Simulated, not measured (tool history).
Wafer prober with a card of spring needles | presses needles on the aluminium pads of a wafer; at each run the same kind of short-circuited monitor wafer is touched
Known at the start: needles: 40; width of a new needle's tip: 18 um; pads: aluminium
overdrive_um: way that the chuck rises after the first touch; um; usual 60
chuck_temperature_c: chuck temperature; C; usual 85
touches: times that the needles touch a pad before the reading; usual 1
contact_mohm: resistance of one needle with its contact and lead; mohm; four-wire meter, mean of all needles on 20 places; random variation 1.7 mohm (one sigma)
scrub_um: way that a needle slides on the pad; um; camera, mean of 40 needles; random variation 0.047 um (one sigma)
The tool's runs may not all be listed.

Run 1, day 0.000: usual settings. Result: contact_mohm 177 mohm, scrub_um 9.48 um.
At day 0.212: tips cleaned on abrasive film.
At day 0.675: tips cleaned on abrasive film.
Run 2, day 0.762: usual settings but touches 2. Result: contact_mohm 177 mohm, scrub_um 9.51 um.
At day 1.171: tips cleaned on abrasive film.
At day 1.629: tips cleaned on abrasive film.
Run 3, day 1.712: usual settings but touches 2. Result: contact_mohm 175 mohm, scrub_um 9.44 um.
At day 2.075: tips cleaned on abrasive film.
Run 4, day 2.467: usual settings but overdrive_um 52 um. Result: contact_mohm 179 mohm, scrub_um 8.16 um.
At day 2.571: tips cleaned on abrasive film.
At day 2.992: tips cleaned on abrasive film.
Run 5, day 3.383: usual settings. Result: contact_mohm 178 mohm, scrub_um 9.35 um.
At day 3.446: tips cleaned on abrasive film.
At day 3.867: tips cleaned on abrasive film.
At day 4.308: tips cleaned on abrasive film.
Run 6, day 4.633: usual settings. Result: contact_mohm 174 mohm, scrub_um 9.41 um.
At day 4.742: tips cleaned on abrasive film.
At day 4.854: height of the first contact set anew.
At day 5.246: tips cleaned on abrasive film.
At day 5.688: tips cleaned on abrasive film.
Run 7, day 5.879: usual settings but chuck_temperature_c 40 C. Result: contact_mohm 163 mohm, scrub_um 9.41 um.
At day 6.158: tips cleaned on abrasive film.
At day 6.592: tips cleaned on abrasive film.
Run 8, day 6.817: usual settings but touches 3. Result: contact_mohm 179 mohm, scrub_um 9.48 um.
At day 7.046: tips cleaned on abrasive film.
At day 7.483: tips cleaned on abrasive film.
Run 9, day 7.612: usual settings but touches 3. Result: contact_mohm 174 mohm, scrub_um 9.39 um.
At day 7.962: tips cleaned on abrasive film.
At day 8.379: tips cleaned on abrasive film.
Run 10, day 8.379: usual settings but touches 3. Result: contact_mohm 171 mohm, scrub_um 9.51 um.
At day 8.800: tips cleaned on abrasive film.
At day 9.246: tips cleaned on abrasive film.
Run 11, day 9.358: usual settings but overdrive_um 46 um, chuck_temperature_c 90 C, touches 2. Result: contact_mohm 187 mohm, scrub_um 7.27 um.
At day 9.671: tips cleaned on abrasive film.
At day 10.167: tips cleaned on abrasive film.
Run 12, day 10.179: usual settings but overdrive_um 46 um, chuck_temperature_c 90 C, touches 2. Result: contact_mohm 182 mohm, scrub_um 7.21 um.
At day 10.596: tips cleaned on abrasive film.
At day 11.008: tips cleaned on abrasive film.
Run 13, day 11.171: usual settings but chuck_temperature_c 78 C. Result: contact_mohm 174 mohm, scrub_um 9.45 um.
At day 11.454: tips cleaned on abrasive film.
At day 11.883: tips cleaned on abrasive film.
Run 14, day 11.904: usual settings but overdrive_um 46 um, chuck_temperature_c 28 C. Result: contact_mohm 171 mohm, scrub_um 7.21 um.
At day 12.375: tips cleaned on abrasive film.
At day 12.812: tips cleaned on abrasive film.
Run 15, day 12.833: usual settings but overdrive_um 51 um, chuck_temperature_c 54 C, touches 2. Result: contact_mohm 172 mohm, scrub_um 8.04 um.
At day 13.275: tips cleaned on abrasive film.
Run 16, day 13.488: usual settings but overdrive_um 51 um, chuck_temperature_c 54 C, touches 2. Result: contact_mohm 176 mohm, scrub_um 7.93 um.
At day 13.662: height of the first contact set anew.
At day 13.733: tips cleaned on abrasive film.
At day 14.167: tips cleaned on abrasive film.
Run 17, day 14.192: usual settings but overdrive_um 46 um, chuck_temperature_c 101 C. Result: contact_mohm 185 mohm, scrub_um 7.22 um.
At day 14.617: tips cleaned on abrasive film.
Run 18, day 14.962: usual settings but chuck_temperature_c 83 C, touches 2. Result: contact_mohm 173 mohm, scrub_um 9.38 um.
At day 15.129: tips cleaned on abrasive film.
At day 15.604: tips cleaned on abrasive film.
At day 16.092: tips cleaned on abrasive film.
Run 19, day 16.246: usual settings but chuck_temperature_c 83 C, touches 2. Result: contact_mohm 174 mohm, scrub_um 9.46 um.
At day 16.571: tips cleaned on abrasive film.
At day 17.008: tips cleaned on abrasive film.
Run 20, day 17.325: usual settings but touches 2. Result: contact_mohm 174 mohm, scrub_um 9.40 um.

Forecast each of these 3 alternatives for the next run:
At day 17.483: tips cleaned on abrasive film.
At day 17.962: tips cleaned on abrasive film.
Run A, day 17.983: usual settings but overdrive_um 54 um, chuck_temperature_c 36 C, touches 2. Result: contact_mohm ?, scrub_um ?.
At day 17.483: tips cleaned on abrasive film.
At day 17.962: tips cleaned on abrasive film.
Run B, day 17.983: usual settings but overdrive_um 66 um, chuck_temperature_c 39 C, touches 3. Result: contact_mohm ?, scrub_um ?.
At day 17.483: tips cleaned on abrasive film.
At day 17.962: tips cleaned on abrasive film.
Run C, day 17.983: usual settings but touches 3. Result: contact_mohm ?, scrub_um ?.

run  contact_mohm  scrub_um
  A           169      8.58
  B           164     10.36
  C           174      9.51
Without the tool's hidden state the same runs would have given:
run  contact_mohm  scrub_um
  A           169      8.58
  B           164     10.36
  C           174      9.51
